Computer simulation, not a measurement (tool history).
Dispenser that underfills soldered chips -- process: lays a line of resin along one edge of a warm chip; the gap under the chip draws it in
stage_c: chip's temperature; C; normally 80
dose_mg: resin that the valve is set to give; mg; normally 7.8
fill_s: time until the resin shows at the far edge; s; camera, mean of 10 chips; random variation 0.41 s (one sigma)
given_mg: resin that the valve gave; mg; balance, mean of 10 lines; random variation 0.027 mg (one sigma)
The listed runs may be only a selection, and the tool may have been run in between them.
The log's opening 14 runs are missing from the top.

{"hour": 124.8, "done": "new syringe of resin"}
{"run": 15, "hour": 127.9, "stage_c": 75, "dose_mg": 7.8, "fill_s": 43.1, "given_mg": 7.39}
{"run": 16, "hour": 137.3, "stage_c": 80, "dose_mg": 7.05, "fill_s": 57, "given_mg": 6.54}
{"hour": 142.6, "done": "new syringe of resin"}
{"run": 17, "hour": 147.8, "stage_c": 80, "dose_mg": 7.05, "fill_s": 40.6, "given_mg": 6.6}
{"run": 18, "hour": 158.1, "stage_c": 80, "dose_mg": 7.05, "fill_s": 65.9, "given_mg": 6.57}
{"hour": 160.1, "done": "new syringe of resin"}
{"run": 19, "hour": 168.1, "stage_c": 93, "dose_mg": 7.8, "fill_s": 25, "given_mg": 7.26}
{"hour": 172.8, "done": "dispensing valve cleaned and set on the balance"}
{"hour": 178.6, "done": "new syringe of resin"}
{"run": 20, "hour": 178.6, "stage_c": 93, "dose_mg": 7.8, "fill_s": 16.3, "given_mg": 7.76}
{"run": 21, "hour": 188.9, "stage_c": 93, "dose_mg": 7.8, "fill_s": 27.4, "given_mg": 7.68}
{"hour": 196.6, "done": "new syringe of resin"}
{"run": 22, "hour": 201.8, "stage_c": 77, "dose_mg": 9.68, "fill_s": 43.6, "given_mg": 9.54}
{"run": 23, "hour": 207.6, "stage_c": 84, "dose_mg": 9.51, "fill_s": 42.9, "given_mg": 9.32}
{"hour": 215.1, "done": "new syringe of resin"}
{"run": 24, "hour": 218.5, "stage_c": 75, "dose_mg": 9.77, "fill_s": 42.9, "given_mg": 9.53}
{"run": 25, "hour": 225.4, "stage_c": 72, "dose_mg": 7.91, "fill_s": 73.2, "given_mg": 7.67}
{"hour": 232.5, "done": "new syringe of resin"}
{"run": 26, "hour": 236.6, "stage_c": 72, "dose_mg": 7.91, "fill_s": 53.1, "given_mg": 7.63}
{"run": 27, "hour": 243.4, "stage_c": 76, "dose_mg": 10.03, "fill_s": 59.1, "given_mg": 9.68}
{"hour": 250.1, "done": "new syringe of resin"}
{"run": 28, "hour": 251.8, "stage_c": 73, "dose_mg": 9.83, "fill_s": 44.7, "given_mg": 9.43}
{"run": 29, "hour": 263.8, "stage_c": 73, "dose_mg": 9.83, "fill_s": 80.4, "given_mg": 9.37}
{"hour": 267.6, "done": "new syringe of resin"}
{"run": 30, "hour": 274.2, "stage_c": 73, "dose_mg": 6.93, "fill_s": 59.3, "given_mg": 6.55}
{"run": 31, "hour": 281.6, "stage_c": 73, "dose_mg": 6.93, "fill_s": 86.3, "given_mg": 6.55}
{"hour": 285.5, "done": "new syringe of resin"}
{"run": 32, "hour": 291.5, "stage_c": 74, "dose_mg": 8.93, "fill_s": 54.1, "given_mg": 8.37}
{"run": 33, "hour": 297.0, "stage_c": 86, "dose_mg": 8.65, "fill_s": 40.6, "given_mg": 8.06}
{"hour": 303.2, "done": "new syringe of resin"}
{"run": 34, "hour": 306.1, "stage_c": 86, "dose_mg": 8.65, "fill_s": 26.2, "given_mg": 8.03}
{"run": 35, "hour": 315.4, "stage_c": 87, "dose_mg": 7.62, "fill_s": 40.5, "given_mg": 7.04}
{"hour": 321.0, "done": "new syringe of resin"}
{"hour": 322.0, "done": "dispensing valve cleaned and set on the balance"}
{"run": 36, "hour": 327.4, "stage_c": 74, "dose_mg": 8.02, "fill_s": 51.3, "given_mg": 7.99}

Below are 4 alternative next runs, each starting from the tool's condition after run 36. Predict each:
{"run": "A", "hour": 337.7, "stage_c": 87, "dose_mg": 6.68, "fill_s": "?", "given_mg": "?"}
{"run": "B", "hour": 337.7, "stage_c": 72, "dose_mg": 8.02, "fill_s": "?", "given_mg": "?"}
{"run": "C", "hour": 337.7, "stage_c": 87, "dose_mg": 8.61, "fill_s": "?", "given_mg": "?"}
{"run": "D", "hour": 337.7, "stage_c": 88, "dose_mg": 9.64, "fill_s": "?", "given_mg": "?"}

run=A fill_s=49.7 given_mg=6.67
run=B fill_s=95.5 given_mg=7.96
run=C fill_s=46.6 given_mg=8.52
run=D fill_s=44.2 given_mg=9.58
What these runs would have given with no unlogged condition in the tool:
run=A fill_s=20.7 given_mg=6.71
run=B fill_s=39.5 given_mg=8
run=C fill_s=19.4 given_mg=8.57
run=D fill_s=18.4 given_mg=9.63

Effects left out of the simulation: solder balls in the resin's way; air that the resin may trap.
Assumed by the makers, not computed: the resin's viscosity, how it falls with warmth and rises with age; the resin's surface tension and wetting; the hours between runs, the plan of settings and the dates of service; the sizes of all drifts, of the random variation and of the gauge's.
